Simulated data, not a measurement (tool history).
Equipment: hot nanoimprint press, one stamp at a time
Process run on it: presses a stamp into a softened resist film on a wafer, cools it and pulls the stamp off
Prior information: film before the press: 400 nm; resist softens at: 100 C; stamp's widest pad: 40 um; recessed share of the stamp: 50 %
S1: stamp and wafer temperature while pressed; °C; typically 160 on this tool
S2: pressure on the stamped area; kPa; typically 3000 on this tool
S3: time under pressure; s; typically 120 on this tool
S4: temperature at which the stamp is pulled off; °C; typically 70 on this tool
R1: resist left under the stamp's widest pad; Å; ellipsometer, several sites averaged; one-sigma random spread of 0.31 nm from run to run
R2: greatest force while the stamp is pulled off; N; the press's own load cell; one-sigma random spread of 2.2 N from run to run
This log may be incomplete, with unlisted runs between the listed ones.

run,hour,S1,S2,S3,S4,R1,R2
1,0.0,160,3000,120,70,1598,131
2,10.8,160,3000,120,70,1601,136
3,24.7,160,3000,120,70,1602,132
4,34.8,160,3000,120,70,1601,134
5,47.2,160,3000,120,70,1603,131
6,54.5,160,3000,120,70,1602,137
7,66.3,160,3000,120,70,1593,135
8,80.2,160,3000,120,70,1592,136
9,86.0,160,3000,120,70,1595,134
10,95.2,160,3000,120,70,1594,135
11,108.5,166,3000,120,70,1264,134
12,117.1,167,3000,120,70,1214,138
13,123.8,167,3000,120,70,1215,138
14,134.1,167,3000,120,66,1213,142
15,145.7,167,3000,120,66,1216,149
16,157.7,160,4180,70,69,1633,145
17,168.2,160,4180,169,65,1161,147
18,182.0,160,4180,169,65,1163,148
19,189.8,156,3060,70,70,2200,142
20,198.9,160,3000,120,58,1578,162
21,206.9,152,3000,169,68,1919,144
22,219.4,166,3170,144,70,1132,144
23,231.3,164,4070,120,70,1145,143
24,241.1,164,4070,120,70,1145,141
25,249.4,155,4070,120,70,1642,141
26,257.4,155,4070,120,70,1645,144
27,263.3,166,3000,120,59,1251,162
28,273.7,160,3000,120,67,1567,150
29,282.8,165,2550,120,64,1415,159

Pick out some run-to-run changes in R1. Of each, how much would a tool without hidden state show as well, from the settings, what came in and chance, and how much is left for the hidden state and any gauge scatter not in both results compared?
The tool's hidden condition here consists of: true temperature over the reading, C; pressure that arrives at the usual setting, %; grip of the stamp's worn release coat, % over a new coat's; drift of the gauge itself on residual_nm, %; drift of the gauge itself on pull_off_n, %.
Run 18 -> 19: S1 160 -> 156, S2 4180 -> 3060, S3 169 -> 70, S4 65 -> 70. R1 +1037 Å: hidden state -32, all else +1069.
Run 21 -> 22: S1 152 -> 166, S2 3000 -> 3170, S3 169 -> 144, S4 68 -> 70. R1 -787 Å: hidden state +37, all else -824.
